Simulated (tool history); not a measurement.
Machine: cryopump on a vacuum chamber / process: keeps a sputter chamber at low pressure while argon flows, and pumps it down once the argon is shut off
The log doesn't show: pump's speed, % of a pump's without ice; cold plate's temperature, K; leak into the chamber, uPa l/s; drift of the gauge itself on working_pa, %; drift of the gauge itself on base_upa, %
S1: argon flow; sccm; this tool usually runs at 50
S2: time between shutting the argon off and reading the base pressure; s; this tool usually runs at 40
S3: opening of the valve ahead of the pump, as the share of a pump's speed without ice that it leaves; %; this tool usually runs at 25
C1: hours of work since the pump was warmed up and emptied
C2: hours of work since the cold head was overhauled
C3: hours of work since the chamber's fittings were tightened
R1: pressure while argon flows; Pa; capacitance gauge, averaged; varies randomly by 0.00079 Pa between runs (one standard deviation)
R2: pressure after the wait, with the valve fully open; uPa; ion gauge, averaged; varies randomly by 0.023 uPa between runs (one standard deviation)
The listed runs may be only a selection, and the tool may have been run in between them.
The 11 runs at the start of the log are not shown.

| run | hour | S1 | S2 | S3 | C1 | C2 | C3 | R1 | R2 |
|---|---|---|---|---|---|---|---|---|---|
| 12 | 398.4 | 50 | 158 | 25 | 237 | 237 | 1472 | 0.1585 | 1.72 |
| 13 | 448.8 | 50 | 158 | 25 | 267 | 267 | 1502 | 0.1614 | 1.72 |
| 14 | 496.9 | 50 | 158 | 25 | 295 | 295 | 1531 | 0.1614 | 1.87 |
| 15 | 525.5 | 32 | 40 | 25 | 312 | 312 | 1547 | 0.1038 | 2.32 |
| 16 | 551.0 | 32 | 40 | 25 | 327 | 327 | 1562 | 0.1031 | 2.26 |
| 17 | 574.6 | 32 | 40 | 25 | 341 | 341 | 1576 | 0.1042 | 2.38 |
| 18 | 603.6 | 67 | 40 | 34 | 358 | 358 | 1593 | 0.1653 | 2.45 |
| 19 | 636.2 | 67 | 40 | 34 | 377 | 377 | 1613 | 0.1660 | 2.51 |
| 20 | 679.0 | 64 | 134 | 21 | 403 | 403 | 1638 | 0.2507 | 2.12 |
| 21 | 710.1 | 64 | 35 | 21 | 421 | 421 | 1656 | 0.2490 | 2.67 |
|  | 752.7 | pump warmed up, emptied and cooled again |
| 22 | 752.7 | 28 | 78 | 37 | 0 | 443 | 1678 | 0.0580 | 1.79 |
| 23 | 798.6 | 28 | 78 | 37 | 27 | 470 | 1706 | 0.0584 | 1.86 |
| 24 | 830.9 | 28 | 78 | 37 | 46 | 489 | 1725 | 0.0582 | 1.92 |
| 25 | 854.5 | 28 | 78 | 37 | 60 | 503 | 1738 | 0.0586 | 1.93 |
| 26 | 897.9 | 55 | 78 | 33 | 86 | 529 | 1764 | 0.1291 | 2.01 |
| 27 | 952.2 | 87 | 40 | 41 | 118 | 561 | 1796 | 0.1696 | 2.36 |
| 28 | 985.4 | 32 | 51 | 25 | 137 | 580 | 1816 | 0.1003 | 2.15 |
| 29 | 1038.9 | 32 | 51 | 25 | 169 | 612 | 1847 | 0.1005 | 2.36 |
| 30 | 1063.4 | 32 | 51 | 25 | 183 | 626 | 1862 | 0.1021 | 2.33 |
|  | 1071.5 | leaking fittings of the chamber tightened, without venting |
| 31 | 1096.6 | 32 | 101 | 33 | 202 | 645 | 15 | 0.0777 | 0.41 |
| 32 | 1152.8 | 32 | 101 | 33 | 235 | 678 | 48 | 0.0774 | 0.47 |
| 33 | 1197.4 | 32 | 101 | 33 | 261 | 704 | 74 | 0.0783 | 0.50 |
| 34 | 1248.1 | 21 | 32 | 49 | 291 | 734 | 104 | 0.0360 | 1.06 |

Each row is a separate what-if for the run after 34, all from the same tool condition, not one after another. Results?
| A | 1301.4 | 29 | 242 | 55 | 322 | 766 | 136 | ? | ? |
| B | 1301.4 | 50 | 75 | 33 | 322 | 766 | 136 | ? | ? |
| C | 1301.4 | 21 | 32 | 19 | 322 | 766 | 136 | ? | ? |
| D | 1301.4 | 50 | 40 | 57 | 322 | 766 | 136 | ? | ? |

| run | R1 | R2 |
|---|---|---|
| A | 0.0455 | 0.40 |
| B | 0.1254 | 0.64 |
| C | 0.0871 | 1.10 |
| D | 0.0764 | 0.97 |
Without the tool's hidden state the same runs would have given:
| run | R1 | R2 |
|---|---|---|
| A | 0.0400 | 0.23 |
| B | 0.1158 | 0.46 |
| C | 0.0831 | 0.92 |
| D | 0.0668 | 0.79 |
